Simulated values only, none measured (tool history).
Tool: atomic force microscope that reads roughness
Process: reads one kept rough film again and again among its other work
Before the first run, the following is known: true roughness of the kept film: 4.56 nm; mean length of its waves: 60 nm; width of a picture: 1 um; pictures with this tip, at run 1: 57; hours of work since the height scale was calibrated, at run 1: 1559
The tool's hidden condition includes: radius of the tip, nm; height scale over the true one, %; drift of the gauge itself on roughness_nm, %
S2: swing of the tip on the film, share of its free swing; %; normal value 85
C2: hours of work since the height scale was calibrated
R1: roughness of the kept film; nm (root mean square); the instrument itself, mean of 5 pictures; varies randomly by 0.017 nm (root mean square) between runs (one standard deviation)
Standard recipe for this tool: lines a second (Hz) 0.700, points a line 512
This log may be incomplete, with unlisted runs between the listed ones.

{"run": 1, "hour": 0.0, "lines a second (Hz)": 0.7, "S2": 85, "points a line": 512, "pictures with this tip": 57, "C2": 1559, "R1": 3.962}
{"run": 2, "hour": 43.7, "lines a second (Hz)": 2.926, "S2": 85, "points a line": 512, "pictures with this tip": 136, "C2": 1591, "R1": 3.221}
{"hour": 55.8, "done": "new tip fitted"}
{"run": 3, "hour": 72.9, "lines a second (Hz)": 2.926, "S2": 85, "points a line": 512, "pictures with this tip": 31, "C2": 1612, "R1": 3.417}
{"run": 4, "hour": 113.0, "lines a second (Hz)": 2.926, "S2": 85, "points a line": 512, "pictures with this tip": 104, "C2": 1642, "R1": 3.263}
{"hour": 144.9, "done": "new tip fitted"}
{"run": 5, "hour": 161.8, "lines a second (Hz)": 2.926, "S2": 85, "points a line": 512, "pictures with this tip": 30, "C2": 1678, "R1": 3.434}
{"run": 6, "hour": 188.3, "lines a second (Hz)": 0.7, "S2": 85, "points a line": 512, "pictures with this tip": 78, "C2": 1698, "R1": 3.907}
{"run": 7, "hour": 221.6, "lines a second (Hz)": 0.7, "S2": 85, "points a line": 512, "pictures with this tip": 139, "C2": 1723, "R1": 3.765}
{"hour": 234.6, "done": "new tip fitted"}
{"run": 8, "hour": 264.5, "lines a second (Hz)": 0.7, "S2": 85, "points a line": 512, "pictures with this tip": 54, "C2": 1754, "R1": 3.975}
{"run": 9, "hour": 315.5, "lines a second (Hz)": 0.7, "S2": 85, "points a line": 512, "pictures with this tip": 147, "C2": 1792, "R1": 3.767}
{"hour": 323.8, "done": "new tip fitted"}
{"run": 10, "hour": 364.6, "lines a second (Hz)": 0.7, "S2": 85, "points a line": 512, "pictures with this tip": 74, "C2": 1828, "R1": 3.921}
{"run": 11, "hour": 392.8, "lines a second (Hz)": 0.7, "S2": 85, "points a line": 512, "pictures with this tip": 125, "C2": 1849, "R1": 3.781}
{"hour": 411.4, "done": "new tip fitted"}
{"run": 12, "hour": 422.0, "lines a second (Hz)": 3.172, "S2": 86, "points a line": 512, "pictures with this tip": 19, "C2": 1870, "R1": 3.382}
{"run": 13, "hour": 447.9, "lines a second (Hz)": 1.052, "S2": 66, "points a line": 914, "pictures with this tip": 66, "C2": 1890, "R1": 3.964}
{"run": 14, "hour": 484.4, "lines a second (Hz)": 0.982, "S2": 85, "points a line": 710, "pictures with this tip": 132, "C2": 1917, "R1": 3.678}
{"hour": 500.9, "done": "new tip fitted"}
{"run": 15, "hour": 533.9, "lines a second (Hz)": 0.615, "S2": 85, "points a line": 512, "pictures with this tip": 59, "C2": 1953, "R1": 3.965}
{"run": 16, "hour": 558.7, "lines a second (Hz)": 0.615, "S2": 85, "points a line": 512, "pictures with this tip": 104, "C2": 1972, "R1": 3.845}
{"hour": 589.4, "done": "new tip fitted"}
{"run": 17, "hour": 603.5, "lines a second (Hz)": 3.567, "S2": 85, "points a line": 512, "pictures with this tip": 26, "C2": 2005, "R1": 3.319}

For run 18, what comes out?
{"run": 18, "hour": 651.3, "lines a second (Hz)": 2.178, "S2": 56, "points a line": 429, "pictures with this tip": 112, "C2": 2040, "R1": "?"}

R1: 3.890 nm (root mean square)
If the tool had no hidden condition, the same run with the same run-to-run variation would have returned R1 4.270 nm (root mean square).

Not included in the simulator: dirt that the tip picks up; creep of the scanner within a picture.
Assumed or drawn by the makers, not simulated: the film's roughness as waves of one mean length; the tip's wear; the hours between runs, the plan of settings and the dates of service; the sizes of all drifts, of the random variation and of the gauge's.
